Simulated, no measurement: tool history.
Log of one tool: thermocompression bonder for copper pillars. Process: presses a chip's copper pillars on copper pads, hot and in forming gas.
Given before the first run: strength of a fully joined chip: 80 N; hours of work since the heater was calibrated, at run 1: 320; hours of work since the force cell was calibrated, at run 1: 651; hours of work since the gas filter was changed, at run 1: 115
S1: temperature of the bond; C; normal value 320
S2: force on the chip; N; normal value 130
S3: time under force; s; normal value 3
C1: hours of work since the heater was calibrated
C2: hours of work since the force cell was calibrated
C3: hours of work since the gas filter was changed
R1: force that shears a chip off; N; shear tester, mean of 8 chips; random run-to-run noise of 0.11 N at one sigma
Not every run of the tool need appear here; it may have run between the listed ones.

run    hour   S1   S2  S3   C1    C2   C3    R1
  1     0.0  320  130   3  320   651  115  46.4
  2    57.0  320  130   3  345   677  140  46.1
  3   105.8  320  130   2  367   698  162  40.3
      148.0  -- forming gas filter changed
  4   154.1  320  130   3  388   720    3  47.9
  5   211.9  320  130   3  414   745   28  48.1
  6   246.0  332  130   3  429   760   44  52.3
  7   294.4  332  130   3  451   782   65  52.0
  8   326.9  332  130   3  465   796   80  51.9
  9   388.7  320   88   3  493   824  107  40.2
 10   419.6  345  130   3  506   838  121  56.3
 11   470.9  345  130   3  529   861  144  55.8
 12   532.9  320  130   3  557   888  171  46.3
      553.8  -- forming gas filter changed
 13   569.7  320  130   3  573   904    7  48.3
 14   606.5  320  130   3  589   921   23  48.3
 15   642.9  320  130   3  605   937   40  48.0
 16   691.5  320  128   3  627   958   61  47.6
      699.1  -- heater calibrated with a thermocouple chip
 17   750.1  335  107   9   23   984   86  65.1
 18   804.4  297  130   3   47  1008  111  38.9
      819.2  -- heater calibrated with a thermocouple chip, once more
 19   844.8  316  152   3   11  1025  128  46.3
 20   905.4  323  130   4   38  1052  155  50.3
      962.0  -- forming gas filter changed
 21   962.0  323  130   4   63  1077    0  52.7
 22   989.0  322   88   2   75  1089   12  35.4
 23  1032.1  322  138   3   94  1108   31  48.8
 24  1093.2  311  130   5  122  1135   58  50.3
 25  1139.9  302  108   2  142  1156   79  30.9
 26  1186.3  292  130   7  163  1177  100  46.6
 27  1229.7  349  163   7  182  1196  119  69.7
 28  1268.3  320  138   3  200  1213  136  46.8
 29  1303.1  326  159   6  215  1229  152  60.8
     1370.9  -- forming gas filter changed
 30  1370.9  320   87   5  245  1258    0  47.9
 31  1434.0  308  109   5  273  1286   28  46.7
 32  1466.7  311  143   9  288  1301   43  60.9

3 options for the next run, each taken on its own from the tool as it stands now. Forecast them:
  A  1512.6  344  168   8  308  1321  63   ?
  B  1512.6  324  143   4  308  1321  63   ?
  C  1512.6  334  110   3  308  1321  63   ?

run    R1
  A  71.2
  B  54.2
  C  49.5
Had the tool no hidden state, the same runs would have come out as:
run    R1
  A  72.0
  B  54.3
  C  49.5
